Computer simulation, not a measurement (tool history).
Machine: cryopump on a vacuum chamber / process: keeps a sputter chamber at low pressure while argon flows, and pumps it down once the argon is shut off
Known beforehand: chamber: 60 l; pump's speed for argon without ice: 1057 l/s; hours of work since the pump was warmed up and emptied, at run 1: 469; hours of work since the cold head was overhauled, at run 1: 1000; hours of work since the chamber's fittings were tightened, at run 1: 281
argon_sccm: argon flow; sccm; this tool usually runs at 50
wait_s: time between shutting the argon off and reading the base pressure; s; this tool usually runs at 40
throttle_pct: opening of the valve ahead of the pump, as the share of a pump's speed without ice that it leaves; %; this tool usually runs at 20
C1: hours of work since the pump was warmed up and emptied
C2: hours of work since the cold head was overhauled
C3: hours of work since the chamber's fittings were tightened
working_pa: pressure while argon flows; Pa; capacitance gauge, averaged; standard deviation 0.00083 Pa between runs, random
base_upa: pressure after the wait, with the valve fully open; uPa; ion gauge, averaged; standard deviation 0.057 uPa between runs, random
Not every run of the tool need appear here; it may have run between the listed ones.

run 1 day=0.000 | argon_sccm=50 wait_s=40 throttle_pct=20 | C1=469 C2=1000 C3=281 | working_pa=0.4139 base_upa=4.07
run 2 day=2.454 | argon_sccm=50 wait_s=182 throttle_pct=20 | C1=493 C2=1023 C3=304 | working_pa=0.4133 base_upa=1.39
-- day=4.700 pump warmed up, emptied and cooled again
run 3 day=5.212 | argon_sccm=50 wait_s=182 throttle_pct=20 | C1=5 C2=1048 C3=329 | working_pa=0.4017 base_upa=1.38
run 4 day=7.171 | argon_sccm=50 wait_s=94 throttle_pct=20 | C1=24 C2=1067 C3=348 | working_pa=0.4038 base_upa=1.99
run 5 day=9.254 | argon_sccm=62 wait_s=40 throttle_pct=20 | C1=44 C2=1087 C3=368 | working_pa=0.4990 base_upa=3.96
run 6 day=11.954 | argon_sccm=62 wait_s=40 throttle_pct=20 | C1=70 C2=1113 C3=394 | working_pa=0.5021 base_upa=4.03
run 7 day=15.408 | argon_sccm=62 wait_s=40 throttle_pct=20 | C1=104 C2=1147 C3=428 | working_pa=0.5002 base_upa=4.05
run 8 day=19.354 | argon_sccm=62 wait_s=40 throttle_pct=20 | C1=142 C2=1185 C3=466 | working_pa=0.5014 base_upa=4.12
run 9 day=23.304 | argon_sccm=62 wait_s=40 throttle_pct=22 | C1=180 C2=1223 C3=504 | working_pa=0.4603 base_upa=4.23
run 10 day=26.942 | argon_sccm=62 wait_s=40 throttle_pct=22 | C1=215 C2=1258 C3=539 | working_pa=0.4600 base_upa=4.24
run 11 day=30.017 | argon_sccm=62 wait_s=40 throttle_pct=22 | C1=245 C2=1288 C3=569 | working_pa=0.4619 base_upa=4.15
run 12 day=32.350 | argon_sccm=62 wait_s=40 throttle_pct=22 | C1=268 C2=1311 C3=592 | working_pa=0.4623 base_upa=4.17
run 13 day=34.729 | argon_sccm=62 wait_s=40 throttle_pct=22 | C1=291 C2=1334 C3=615 | working_pa=0.4630 base_upa=4.36
run 14 day=37.142 | argon_sccm=62 wait_s=40 throttle_pct=22 | C1=314 C2=1357 C3=638 | working_pa=0.4628 base_upa=4.33
run 15 day=40.954 | argon_sccm=62 wait_s=40 throttle_pct=22 | C1=351 C2=1394 C3=675 | working_pa=0.4653 base_upa=4.28
run 16 day=44.262 | argon_sccm=62 wait_s=40 throttle_pct=22 | C1=383 C2=1426 C3=707 | working_pa=0.4655 base_upa=4.40
run 17 day=47.517 | argon_sccm=50 wait_s=42 throttle_pct=20 | C1=414 C2=1458 C3=738 | working_pa=0.4135 base_upa=4.27
run 18 day=49.300 | argon_sccm=50 wait_s=42 throttle_pct=20 | C1=432 C2=1475 C3=756 | working_pa=0.4131 base_upa=4.40
run 19 day=52.358 | argon_sccm=50 wait_s=42 throttle_pct=20 | C1=461 C2=1504 C3=785 | working_pa=0.4153 base_upa=4.48
run 20 day=56.112 | argon_sccm=50 wait_s=42 throttle_pct=20 | C1=497 C2=1541 C3=822 | working_pa=0.4147 base_upa=4.37
-- day=57.908 pump warmed up, emptied and cooled again
run 21 day=59.212 | argon_sccm=50 wait_s=42 throttle_pct=20 | C1=13 C2=1569 C3=850 | working_pa=0.4017 base_upa=4.29
run 22 day=63.212 | argon_sccm=50 wait_s=64 throttle_pct=27 | C1=51 C2=1607 C3=888 | working_pa=0.2985 base_upa=3.29
run 23 day=66.821 | argon_sccm=50 wait_s=64 throttle_pct=27 | C1=86 C2=1642 C3=923 | working_pa=0.2992 base_upa=3.36
run 24 day=70.962 | argon_sccm=50 wait_s=126 throttle_pct=25 | C1=126 C2=1682 C3=963 | working_pa=0.3251 base_upa=2.34
run 25 day=74.246 | argon_sccm=50 wait_s=126 throttle_pct=25 | C1=158 C2=1714 C3=995 | working_pa=0.3249 base_upa=2.36
run 26 day=76.479 | argon_sccm=43 wait_s=40 throttle_pct=35 | C1=180 C2=1736 C3=1017 | working_pa=0.2014 base_upa=4.72
run 27 day=79.442 | argon_sccm=43 wait_s=40 throttle_pct=35 | C1=208 C2=1764 C3=1045 | working_pa=0.2028 base_upa=4.60
run 28 day=82.421 | argon_sccm=43 wait_s=76 throttle_pct=35 | C1=237 C2=1793 C3=1074 | working_pa=0.2029 base_upa=3.21
run 29 day=84.667 | argon_sccm=52 wait_s=40 throttle_pct=36 | C1=259 C2=1815 C3=1096 | working_pa=0.2400 base_upa=4.85
run 30 day=87.654 | argon_sccm=52 wait_s=40 throttle_pct=36 | C1=288 C2=1844 C3=1125 | working_pa=0.2405 base_upa=4.91
run 31 day=91.212 | argon_sccm=46 wait_s=40 throttle_pct=36 | C1=322 C2=1878 C3=1159 | working_pa=0.2125 base_upa=4.94
run 32 day=95.362 | argon_sccm=42 wait_s=145 throttle_pct=20 | C1=362 C2=1918 C3=1199 | working_pa=0.3459 base_upa=2.55
run 33 day=97.075 | argon_sccm=60 wait_s=40 throttle_pct=24 | C1=379 C2=1935 C3=1216 | working_pa=0.4132 base_upa=5.02
run 34 day=100.638 | argon_sccm=60 wait_s=33 throttle_pct=19 | C1=413 C2=1970 C3=1250 | working_pa=0.5200 base_upa=5.67

Consider 3 possible next runs. They are alternatives, not a sequence: every one starts from the tool as it was left by run 34. What does each give?
run A day=104.012 | argon_sccm=60 wait_s=105 throttle_pct=17 | C1=446 C2=2002 C3=1283 | working_pa=? base_upa=?
run B day=104.012 | argon_sccm=76 wait_s=22 throttle_pct=19 | C1=446 C2=2002 C3=1283 | working_pa=? base_upa=?
run C day=104.012 | argon_sccm=27 wait_s=295 throttle_pct=32 | C1=446 C2=2002 C3=1283 | working_pa=? base_upa=?

run=A working_pa=0.5811 base_upa=3.02
run=B working_pa=0.6598 base_upa=7.59
run=C working_pa=0.1427 base_upa=2.27
The same runs, with their run-to-run variation unchanged, on a tool lacking any hidden condition would have given:
run=A working_pa=0.5646 base_upa=1.51
run=B working_pa=0.6388 base_upa=6.10
run=C working_pa=0.1352 base_upa=0.73
